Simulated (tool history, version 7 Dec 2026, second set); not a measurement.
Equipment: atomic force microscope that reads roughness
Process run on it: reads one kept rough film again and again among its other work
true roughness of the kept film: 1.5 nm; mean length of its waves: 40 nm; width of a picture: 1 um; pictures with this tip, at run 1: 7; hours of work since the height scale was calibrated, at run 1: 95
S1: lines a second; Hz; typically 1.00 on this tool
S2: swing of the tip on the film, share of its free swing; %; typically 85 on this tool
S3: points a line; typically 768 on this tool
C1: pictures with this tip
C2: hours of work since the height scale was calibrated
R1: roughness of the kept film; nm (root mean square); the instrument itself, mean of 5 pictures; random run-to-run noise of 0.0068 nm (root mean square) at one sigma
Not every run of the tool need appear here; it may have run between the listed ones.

| run | day | S1 | S2 | S3 | C1 | C2 | R1 |
|---|---|---|---|---|---|---|---|
| 1 | 0.000 | 1.00 | 85 | 768 | 7 | 95 | 1.365 |
| 2 | 0.462 | 1.00 | 85 | 768 | 21 | 102 | 1.371 |
| 3 | 0.983 | 1.00 | 85 | 768 | 37 | 109 | 1.346 |
| 4 | 1.246 | 1.00 | 85 | 768 | 45 | 113 | 1.362 |
| 5 | 1.717 | 1.00 | 85 | 768 | 59 | 119 | 1.368 |
| 6 | 1.938 | 1.00 | 83 | 768 | 66 | 123 | 1.363 |
| 7 | 2.275 | 1.00 | 85 | 296 | 76 | 127 | 1.344 |
| 8 | 2.596 | 1.00 | 82 | 296 | 86 | 132 | 1.364 |
|  | 2.788 | new tip fitted |
| 9 | 2.925 | 1.00 | 82 | 296 | 4 | 136 | 1.361 |
| 10 | 3.162 | 1.00 | 85 | 768 | 12 | 140 | 1.365 |
| 11 | 3.608 | 1.00 | 85 | 768 | 25 | 146 | 1.351 |
| 12 | 3.921 | 1.00 | 85 | 768 | 35 | 150 | 1.361 |
| 13 | 4.379 | 1.00 | 85 | 768 | 48 | 157 | 1.353 |
| 14 | 4.825 | 1.00 | 85 | 768 | 62 | 163 | 1.364 |
| 15 | 5.317 | 1.00 | 85 | 768 | 77 | 170 | 1.364 |
| 16 | 5.588 | 1.71 | 79 | 649 | 85 | 174 | 1.350 |
|  | 5.817 | new tip fitted |
| 17 | 5.933 | 1.23 | 79 | 649 | 4 | 179 | 1.366 |
| 18 | 6.262 | 3.55 | 85 | 387 | 14 | 183 | 1.201 |
| 19 | 6.554 | 3.55 | 85 | 387 | 23 | 188 | 1.184 |
| 20 | 7.004 | 3.55 | 85 | 387 | 36 | 194 | 1.193 |

The next listed run, before its measurement:
| 21 | 7.292 | 0.73 | 58 | 768 | 45 | 198 | ? |

{"run 21": {"R1": 1.414}}
Take away the tool's hidden state, keep the run-to-run variation as it was, and the same run would have given R1 1.416 nm (root mean square).

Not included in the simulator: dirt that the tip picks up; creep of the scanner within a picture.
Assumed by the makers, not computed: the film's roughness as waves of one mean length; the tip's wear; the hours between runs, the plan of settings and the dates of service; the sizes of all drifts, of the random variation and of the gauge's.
